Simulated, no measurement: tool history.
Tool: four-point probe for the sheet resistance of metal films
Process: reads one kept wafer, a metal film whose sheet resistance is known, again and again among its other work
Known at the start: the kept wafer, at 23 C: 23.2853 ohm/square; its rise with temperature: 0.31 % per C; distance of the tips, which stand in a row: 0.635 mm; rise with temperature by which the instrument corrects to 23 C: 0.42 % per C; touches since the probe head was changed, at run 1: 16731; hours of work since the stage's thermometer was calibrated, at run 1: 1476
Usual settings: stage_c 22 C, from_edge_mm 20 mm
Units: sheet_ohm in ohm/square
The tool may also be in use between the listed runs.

run	day	stage_c	from_edge_mm	touches since the probe head was changed	hours of work since the stage's thermometer was calibrated	sheet_ohm
1	0	22	20	16731	1476	23.335416
2	2.396	22	20	18376	1515	23.326445
# day 4.567: stage's thermometer calibrated
3	5.908	22	20	20771	22	23.325049
4	9.121	22	20	22974	75	23.323587
5	11.554	22	20	24644	114	23.319751
6	15	22	20	27007	171	23.320802
7	17.288	22	20	28577	208	23.320424
8	20.621	22	20	30864	263	23.330066
9	22.825	22	20	32377	299	23.331479
10	26.279	22	20	34747	356	23.328858
11	28.329	22	9	36153	389	23.376784
12	30.304	22	9	37507	422	23.38517
13	33.412	23	20	39640	473	23.294962
14	35.592	23	20	41135	508	23.295921
15	38.075	23	20	42838	549	23.30059
16	39.7	28	7	43953	576	23.268874
17	42.471	28	49	45856	621	23.158179
18	45.229	28	49	47747	666	23.169553
19	48.292	25	11	49846	716	23.272038
20	50.362	25	11	51268	750	23.277708
21	52.346	22	60	52629	783	23.32298
22	55.683	22	60	54920	837	23.313903
23	58.296	26	11	56712	880	23.254855
24	60.271	20	13	58067	913	23.393476
25	61.792	20	13	59110	937	23.397776

Forecast each of these 4 alternatives for the next run:
A	63.483	22	13	60271	965	?
B	63.483	26	3	60271	965	?
C	63.483	24	6	60271	965	?
D	63.483	30	13	60271	965	?

run	sheet_ohm
A	23.351033
B	23.761493
C	23.400119
D	23.145917
Without the tool's hidden state the same runs would have given:
run	sheet_ohm
A	23.347383
B	23.757788
C	23.396465
D	23.142305
